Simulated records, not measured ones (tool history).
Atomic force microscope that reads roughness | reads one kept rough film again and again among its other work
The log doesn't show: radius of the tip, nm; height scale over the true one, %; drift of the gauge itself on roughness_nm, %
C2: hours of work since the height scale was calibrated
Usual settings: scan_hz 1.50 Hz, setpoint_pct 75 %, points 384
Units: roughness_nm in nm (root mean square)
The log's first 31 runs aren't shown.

{"day": 8.554, "done": "new tip fitted"}
{"run": 32, "day": 8.554, "scan_hz": 1.5, "setpoint_pct": 65, "points": 483, "pictures with this tip": 0, "C2": 164, "roughness_nm": 1.233}
{"run": 33, "day": 8.85, "scan_hz": 0.74, "setpoint_pct": 75, "points": 423, "pictures with this tip": 8, "C2": 169, "roughness_nm": 1.237}
{"run": 34, "day": 9.204, "scan_hz": 1.5, "setpoint_pct": 85, "points": 556, "pictures with this tip": 19, "C2": 175, "roughness_nm": 1.098}
{"run": 35, "day": 9.462, "scan_hz": 1.5, "setpoint_pct": 85, "points": 556, "pictures with this tip": 26, "C2": 179, "roughness_nm": 1.106}
{"run": 36, "day": 9.633, "scan_hz": 1.75, "setpoint_pct": 87, "points": 262, "pictures with this tip": 31, "C2": 181, "roughness_nm": 1.028}
{"run": 37, "day": 9.921, "scan_hz": 1.75, "setpoint_pct": 57, "points": 697, "pictures with this tip": 39, "C2": 186, "roughness_nm": 1.279}
{"run": 38, "day": 10.096, "scan_hz": 0.66, "setpoint_pct": 78, "points": 530, "pictures with this tip": 44, "C2": 189, "roughness_nm": 1.24}
{"run": 39, "day": 10.333, "scan_hz": 0.58, "setpoint_pct": 76, "points": 1015, "pictures with this tip": 51, "C2": 193, "roughness_nm": 1.278}
{"run": 40, "day": 10.612, "scan_hz": 1.38, "setpoint_pct": 76, "points": 421, "pictures with this tip": 59, "C2": 197, "roughness_nm": 1.189}
{"run": 41, "day": 10.988, "scan_hz": 1.34, "setpoint_pct": 75, "points": 421, "pictures with this tip": 70, "C2": 203, "roughness_nm": 1.183}
{"run": 42, "day": 11.233, "scan_hz": 1.29, "setpoint_pct": 75, "points": 885, "pictures with this tip": 77, "C2": 207, "roughness_nm": 1.203}
{"run": 43, "day": 11.488, "scan_hz": 3.17, "setpoint_pct": 55, "points": 266, "pictures with this tip": 85, "C2": 212, "roughness_nm": 1.212}
{"run": 44, "day": 11.788, "scan_hz": 0.71, "setpoint_pct": 75, "points": 567, "pictures with this tip": 93, "C2": 216, "roughness_nm": 1.26}

5 ways to go on from here, each from the tool as it stands after run 44. What would each give?
{"run": "A", "day": 12.0, "scan_hz": 1.5, "setpoint_pct": 75, "points": 373, "pictures with this tip": 100, "C2": 220, "roughness_nm": "?"}
{"run": "B", "day": 12.0, "scan_hz": 1.35, "setpoint_pct": 75, "points": 384, "pictures with this tip": 100, "C2": 220, "roughness_nm": "?"}
{"run": "C", "day": 12.0, "scan_hz": 1.5, "setpoint_pct": 75, "points": 738, "pictures with this tip": 100, "C2": 220, "roughness_nm": "?"}
{"run": "D", "day": 12.0, "scan_hz": 3.95, "setpoint_pct": 75, "points": 384, "pictures with this tip": 100, "C2": 220, "roughness_nm": "?"}
{"run": "E", "day": 12.0, "scan_hz": 1.5, "setpoint_pct": 60, "points": 487, "pictures with this tip": 100, "C2": 220, "roughness_nm": "?"}

run=A roughness_nm=1.183
run=B roughness_nm=1.196
run=C roughness_nm=1.197
run=D roughness_nm=0.987
run=E roughness_nm=1.262
Without the tool's hidden state the same runs would have given:
run=A roughness_nm=1.185
run=B roughness_nm=1.197
run=C roughness_nm=1.199
run=D roughness_nm=0.989
run=E roughness_nm=1.264
